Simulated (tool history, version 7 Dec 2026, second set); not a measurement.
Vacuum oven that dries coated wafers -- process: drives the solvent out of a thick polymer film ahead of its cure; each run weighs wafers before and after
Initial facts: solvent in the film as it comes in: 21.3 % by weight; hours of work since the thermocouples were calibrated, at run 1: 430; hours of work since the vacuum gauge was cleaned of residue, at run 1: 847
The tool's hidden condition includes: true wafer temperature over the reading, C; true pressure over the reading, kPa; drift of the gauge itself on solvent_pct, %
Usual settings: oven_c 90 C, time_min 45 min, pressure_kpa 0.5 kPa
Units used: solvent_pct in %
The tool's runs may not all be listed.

run	hour	oven_c	time_min	pressure_kpa	hours of work since the thermocouples were calibrated	hours of work since the vacuum gauge was cleaned of residue	solvent_pct
1	0	90	45	0.5	430	847	2.44
2	55	90	50	0.5	461	878	2.04
3	104.5	90	50	0.5	489	906	2
4	176.6	94	50	0.5	530	947	1.14
5	262.4	90	45	0.5	578	995	2.47
6	302.6	90	45	0.5	601	1018	2.5
7	344.4	90	50	0.5	624	1041	2.07
8	399.7	90	50	0.5	656	1073	2.06
9	468.2	90	50	0.5	694	1111	2.14
# hour 519.8: vacuum gauge cleaned of residue and calibrated
10	528.1	90	45	0.5	727	5	2.43
11	576	90	45	0.5	754	32	2.43
12	659.6	90	45	0.5	801	79	2.36
13	737.3	90	45	0.5	845	123	2.47
14	809.9	90	45	0.5	886	164	2.44
# hour 844.2: oven's thermocouples calibrated
15	886.2	90	45	0.5	24	206	2.11
16	974.1	90	45	0.5	73	255	2.18
17	1028.3	90	45	0.5	104	286	2.14
18	1110.9	90	45	0.5	150	332	2.26
19	1155.3	90	45	0.5	176	357	2.21
20	1233.3	90	45	0.5	220	401	2.24
21	1317.1	90	45	0.5	267	449	2.26
22	1366.5	101	45	0.274	295	477	0.31
23	1416.3	88	49	0.5	323	505	2.53
24	1457.6	88	49	0.5	346	528	2.58
25	1529.6	90	66	0.304	387	569	0.98
26	1608	90	47	0.304	431	613	2.05
27	1656.9	90	42	0.5	459	640	2.68
28	1738.6	99	64	0.5	505	687	0.36
29	1813.9	99	80	0.29	547	729	0.25
30	1891.4	79	27	0.29	591	773	9.76
31	1937.2	79	27	0.29	617	799	9.88
32	1996	99	27	0.754	650	832	2.07
33	2051.9	96	26	0.724	681	863	3.11
34	2124.9	96	26	0.724	723	904	3.14
35	2174.8	90	26	1.051	751	933	5.6
36	2262.2	103	50	0.5	800	982	0.37
37	2309.1	87	50	0.5	827	1008	2.99
38	2386.1	90	30	0.5	870	1052	4.59
# hour 2445.1: oven's thermocouples calibrated
39	2465.9	90	30	0.5	12	1096	4.19

How would selected steps in solvent_pct from run to run divide? Give the signed amount a tool lacking its hidden state would still show from settings, what came in and random variation, and the signed amount left for the hidden state, including any gauge scatter that is not in both of the compared results.
Run 14 -> 15: oven's thermocouples calibrated. solvent_pct -0.33 %: hidden state -0.29, all else -0.04.
Run 29 -> 30: oven_c 99 -> 79, time_min 80 -> 27. solvent_pct +9.51 %: hidden state +0.1, all else +9.41.
Run 31 -> 32: oven_c 79 -> 99, pressure_kpa 0.29 -> 0.754. solvent_pct -7.81 %: hidden state -0.05, all else -7.76.
Run 35 -> 36: oven_c 90 -> 103, time_min 26 -> 50, pressure_kpa 1.051 -> 0.5. solvent_pct -5.23 %: hidden state -0.15, all else -5.08.
Run 36 -> 37: oven_c 103 -> 87. solvent_pct +2.62 %: hidden state +0.2, all else +2.42.
Run 38 -> 39: oven's thermocouples calibrated. solvent_pct -0.4 %: hidden state -0.43, all else +0.03.

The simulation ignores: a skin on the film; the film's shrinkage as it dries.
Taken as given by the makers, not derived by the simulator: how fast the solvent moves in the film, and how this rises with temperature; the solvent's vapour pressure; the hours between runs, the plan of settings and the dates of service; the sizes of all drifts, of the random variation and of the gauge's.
